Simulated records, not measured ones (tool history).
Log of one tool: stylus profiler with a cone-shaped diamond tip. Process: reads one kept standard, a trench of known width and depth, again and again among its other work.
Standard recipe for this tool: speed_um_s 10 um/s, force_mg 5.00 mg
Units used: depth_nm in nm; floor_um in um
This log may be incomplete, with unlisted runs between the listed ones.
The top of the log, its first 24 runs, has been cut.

run 25 hour=1602.4 | speed_um_s=7 force_mg=2.82 | depth_nm=503.77 floor_um=96.90
run 26 hour=1649.4 | speed_um_s=7 force_mg=2.82 | depth_nm=503.77 floor_um=96.82
run 27 hour=1699.7 | speed_um_s=4 force_mg=2.28 | depth_nm=503.07 floor_um=96.71
run 28 hour=1752.3 | speed_um_s=4 force_mg=2.28 | depth_nm=503.25 floor_um=96.59
run 29 hour=1826.8 | speed_um_s=4 force_mg=2.28 | depth_nm=502.98 floor_um=96.43
run 30 hour=1902.4 | speed_um_s=4 force_mg=2.28 | depth_nm=503.02 floor_um=96.28
run 31 hour=1976.6 | speed_um_s=30 force_mg=2.06 | depth_nm=502.40 floor_um=96.03
run 32 hour=2038.3 | speed_um_s=19 force_mg=14.70 | depth_nm=511.36 floor_um=96.06
run 33 hour=2120.0 | speed_um_s=12 force_mg=3.16 | depth_nm=503.41 floor_um=95.95
run 34 hour=2197.6 | speed_um_s=12 force_mg=3.16 | depth_nm=503.17 floor_um=95.73
run 35 hour=2244.1 | speed_um_s=5 force_mg=1.97 | depth_nm=501.97 floor_um=95.74
run 36 hour=2319.4 | speed_um_s=2 force_mg=2.04 | depth_nm=502.16 floor_um=95.64
run 37 hour=2403.7 | speed_um_s=2 force_mg=3.65 | depth_nm=503.27 floor_um=95.53
run 38 hour=2459.2 | speed_um_s=2 force_mg=3.65 | depth_nm=503.45 floor_um=95.44
-- hour=2539.0 new tip fitted, height scale calibrated
run 39 hour=2539.5 | speed_um_s=33 force_mg=6.70 | depth_nm=507.00 floor_um=97.28
run 40 hour=2581.6 | speed_um_s=9 force_mg=9.71 | depth_nm=508.84 floor_um=97.28
run 41 hour=2667.9 | speed_um_s=7 force_mg=5.00 | depth_nm=505.73 floor_um=97.05
run 42 hour=2713.8 | speed_um_s=17 force_mg=7.26 | depth_nm=507.45 floor_um=96.93
run 43 hour=2755.0 | speed_um_s=2 force_mg=3.66 | depth_nm=504.22 floor_um=96.89
run 44 hour=2812.1 | speed_um_s=35 force_mg=2.29 | depth_nm=502.58 floor_um=96.56
run 45 hour=2908.9 | speed_um_s=35 force_mg=14.01 | depth_nm=511.09 floor_um=96.47
run 46 hour=3001.7 | speed_um_s=10 force_mg=3.58 | depth_nm=503.71 floor_um=96.35

Below are 3 alternative next runs, each starting from the tool's condition after run 46. Predict each:
run A hour=3089.3 | speed_um_s=3 force_mg=8.74 | depth_nm=? floor_um=?
run B hour=3089.3 | speed_um_s=6 force_mg=5.87 | depth_nm=? floor_um=?
run C hour=3089.3 | speed_um_s=22 force_mg=11.66 | depth_nm=? floor_um=?

run=A depth_nm=507.70 floor_um=96.21
run=B depth_nm=505.73 floor_um=96.26
run=C depth_nm=509.42 floor_um=96.17
Stripped of hidden state, with their random variation kept, the same runs would have yielded:
run=A depth_nm=508.61 floor_um=97.33
run=B depth_nm=506.64 floor_um=97.38
run=C depth_nm=510.34 floor_um=97.29
